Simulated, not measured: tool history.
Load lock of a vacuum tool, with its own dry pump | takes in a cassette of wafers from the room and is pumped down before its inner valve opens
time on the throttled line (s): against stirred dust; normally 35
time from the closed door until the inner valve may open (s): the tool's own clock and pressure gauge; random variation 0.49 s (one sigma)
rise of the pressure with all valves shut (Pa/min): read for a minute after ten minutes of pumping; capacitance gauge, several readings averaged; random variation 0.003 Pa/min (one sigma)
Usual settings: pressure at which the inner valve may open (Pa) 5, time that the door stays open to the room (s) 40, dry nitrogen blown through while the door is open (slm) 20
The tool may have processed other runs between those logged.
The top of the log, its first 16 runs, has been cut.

run,hour,time on the throttled line (s),pressure at which the inner valve may open (Pa),time that the door stays open to the room (s),dry nitrogen blown through while the door is open (slm),hours that the pump has run since its overhaul,times that the door has closed on its seal,"incoming humidity of the room's air, %",time from the closed door until the inner valve may open (s),rise of the pressure with all valves shut (Pa/min)
17,2636.5,35,7,40,34,7013,12656,43,64.1,0.263
18,2728.9,35,5,40,20,7105,13075,46.9,66.1,0.285
19,2893.7,35,5,40,6,7270,13821,43.4,66.6,0.317
20,3100.2,35,5,173,17,7476,14756,44.1,66.2,0.374
21,3240.6,36,8,138,19,7617,15392,43.6,66.1,0.39
22,3361.1,37,5,42,6,7737,15937,42.1,68.5,0.389
23,3524.7,35,7,40,24,7901,16678,47.1,64.2,0.405
24,3668.3,55,5,95,14,8045,17328,45.2,83.1,0.465
25,3781.3,55,5,95,14,8158,17840,42.7,82.3,0.478
26,3903.4,55,5,95,14,8280,18392,45.1,83.9,0.502
27,4113.7,53,4,90,24,8490,19344,45.1,81.3,0.523
28,4250.1,53,8,90,24,8626,19962,42.4,79.7,0.537
29,4392.8,35,5,33,10,8769,20608,43.4,67.1,0.55
30,4585.4,35,5,33,10,8962,21480,43,66.2,0.618
31,4733.5,35,5,33,10,9110,22151,42.1,66.9,0.623
32,4869,35,4,30,20,9245,22764,45.9,67.5,0.654
33,5018.4,49,4,43,15,9395,23441,43.7,79.1,0.692
# hour 5064.3: door's seal changed, seat wiped
34,5154.8,61,5,40,16,9530,410,45.4,89.3,0.035
35,5356.4,61,5,40,33,9731,1322,45.2,88.1,0.031
36,5529.3,28,5,139,20,9904,2105,45.7,61.6,0.072
37,5623.6,35,9,40,23,9998,2532,41.5,64.8,0.049

Forecast each of these 4 alternatives for the next run:
A,5829.3,35,5,134,20,10204,3463,46.8,?,?
B,5829.3,35,5,47,4,10204,3463,44.3,?,?
C,5829.3,35,5,182,17,10204,3463,42.9,?,?
D,5829.3,35,4,114,20,10204,3463,47.3,?,?

run,time from the closed door until the inner valve may open (s),rise of the pressure with all valves shut (Pa/min)
A,66.4,0.091
B,68.2,0.084
C,67.8,0.104
D,67.9,0.085
Without the tool's hidden state the same runs would have given:
run,time from the closed door until the inner valve may open (s),rise of the pressure with all valves shut (Pa/min)
A,63.9,0.054
B,65.7,0.047
C,65.3,0.068
D,65.3,0.048
